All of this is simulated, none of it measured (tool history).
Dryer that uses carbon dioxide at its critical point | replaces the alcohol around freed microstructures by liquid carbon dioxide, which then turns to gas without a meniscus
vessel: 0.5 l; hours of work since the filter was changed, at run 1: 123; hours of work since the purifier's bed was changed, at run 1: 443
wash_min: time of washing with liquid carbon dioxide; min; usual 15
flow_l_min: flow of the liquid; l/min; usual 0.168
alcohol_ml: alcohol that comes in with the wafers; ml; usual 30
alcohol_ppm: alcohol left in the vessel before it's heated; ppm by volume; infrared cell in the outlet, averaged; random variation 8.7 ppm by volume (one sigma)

run   hour  wash_min  flow_l_min  alcohol_ml  hours of work since the filter was changed  hours of work since the purifier's bed was changed  alcohol_ppm
  1    0.0        15       0.168          30                                         123                                                 443          662
  2    9.8        15       0.168          50                                         130                                                 450         1003
  3   18.7        15       0.134          30                                         136                                                 456         1612
  4   30.5        15       0.134          30                                         145                                                 465         1548
  5   46.7        15       0.190          30                                         156                                                 477          416
  6   64.2        19       0.168          30                                         169                                                 490          295
  7   80.7        19       0.111          30                                         181                                                 502         1433
  8   91.4        15       0.168          30                                         189                                                 509          719
  9  108.5        14       0.168          30                                         201                                                 522          940
 10  124.1        14       0.168          30                                         213                                                 533          929
 11  140.6        15       0.270          30                                         225                                                 545          191
 12  158.9        11       0.270          30                                         238                                                 558          376
 13  169.5        15       0.129          30                                         246                                                 566         2059
 14  183.9        15       0.129          30                                         256                                                 577         2040
 15  194.7        21       0.168          30                                         264                                                 584          248
 16  206.2        15       0.168          30                                         272                                                 593          777
 17  217.0        15       0.168          30                                         280                                                 601          780
 18  235.3        15       0.168          30                                         294                                                 614          820
 19  252.3        18       0.113          29                                         306                                                 626         1771
 20  269.3        15       0.113          29                                         318                                                 639         3118
 21  287.9        11       0.284          92                                         332                                                 652          753
 22  306.6        16       0.229          27                                         345                                                 666          242
 23  315.8        17       0.168          29                                         352                                                 672          534
 24  330.8        17       0.168          29                                         363                                                 683          558
 25  340.3        13       0.171          35                                         370                                                 690         1525
 26  358.3        11       0.121          82                                         383                                                 703        16604
 27  372.3        12       0.168          30                                         393                                                 714         1920
 28  390.9        24       0.261          21                                         407                                                 727          193
 29  409.6        22       0.188          38                                         420                                                 741          235

The next listed run, before its measurement:
 30  426.8        22       0.188          38                                         433                                                 753            ?

{"run 30": {"alcohol_ppm": 246}}
Without the tool's hidden state the same run would have given alcohol_ppm 31 ppm by volume.
